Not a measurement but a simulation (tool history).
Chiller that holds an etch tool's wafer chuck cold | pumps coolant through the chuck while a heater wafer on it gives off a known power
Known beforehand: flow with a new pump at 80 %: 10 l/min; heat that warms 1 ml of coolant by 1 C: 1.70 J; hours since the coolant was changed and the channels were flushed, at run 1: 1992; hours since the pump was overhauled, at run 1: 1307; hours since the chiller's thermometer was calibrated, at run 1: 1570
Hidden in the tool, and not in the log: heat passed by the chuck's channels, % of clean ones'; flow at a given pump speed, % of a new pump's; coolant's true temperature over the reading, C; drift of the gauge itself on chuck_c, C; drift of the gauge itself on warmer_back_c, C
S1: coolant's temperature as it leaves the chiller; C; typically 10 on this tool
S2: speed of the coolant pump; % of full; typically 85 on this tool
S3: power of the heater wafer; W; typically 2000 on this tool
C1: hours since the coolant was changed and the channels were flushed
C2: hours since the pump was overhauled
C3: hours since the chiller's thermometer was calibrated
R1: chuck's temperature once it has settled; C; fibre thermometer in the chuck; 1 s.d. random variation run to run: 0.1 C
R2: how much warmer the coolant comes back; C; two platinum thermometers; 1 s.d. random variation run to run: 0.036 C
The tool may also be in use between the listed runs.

run   hour  S1  S2    S3    C1    C2    C3    R1    R2
  1      0  10  85  2000  1992  1307  1570  23.3  6.75
  2   38.5  10  85  2000  2031  1345  1609  23.2  6.71
  3     63  10  85  2000  2055  1370  1633  23.3  6.74
  4   80.7  10  85  2000  2073  1387  1651  23.2  6.74
  5  116.4  10  85  2000  2109  1423  1687  23.2  6.76
  6  154.2  10  85  2300  2146  1461  1725  25.3  7.82
  7    176  10  85  2300  2168  1483  1746  25.3  7.74
     178.9  -- chiller's thermometer calibrated
  8    214  10  85  2300  2205  1520    35  25.2  7.76
  9  240.8  10  85  2300  2232  1546    62  25.3  7.85
 10    277  10  85  2300  2268  1583    98  25.4  7.71
 11    300  17  85  2720  2291  1606   121    35  9.24
 12  320.3  17  65  1315  2312  1626   141  28.3  5.93
     340.7  -- chiller's thermometer calibrated, once more
 13  358.1  17  65  1315  2348  1663    17  28.6  5.99
 14  384.8  17  88  2274  2375  1689    44  31.9  7.41
 15    406   1  85  2115  2396  1711    65  15.4  7.18
 16  435.8   1  85  2115  2426  1740    95  15.1  7.19
 17  471.9   1  85  2115  2462  1777   131  15.2  7.17
 18  488.4   6  64  2115  2479  1793   148  24.9  9.86

3 options for the next run, each taken on its own from the tool as it stands now. Forecast them:
  A  522.3  18  64  2061  2513  1827  182   ?   ?
  B  522.3  10  69  1623  2513  1827  182   ?   ?
  C  522.3   6  64  1478  2513  1827  182   ?   ?

run    R1    R2
  A  36.5  9.55
  B  23.5  6.89
  C  19.3  6.85
What these runs would have given with no unlogged condition in the tool:
run    R1    R2
  A  35.6  9.26
  B  22.8  6.68
  C  18.6  6.65

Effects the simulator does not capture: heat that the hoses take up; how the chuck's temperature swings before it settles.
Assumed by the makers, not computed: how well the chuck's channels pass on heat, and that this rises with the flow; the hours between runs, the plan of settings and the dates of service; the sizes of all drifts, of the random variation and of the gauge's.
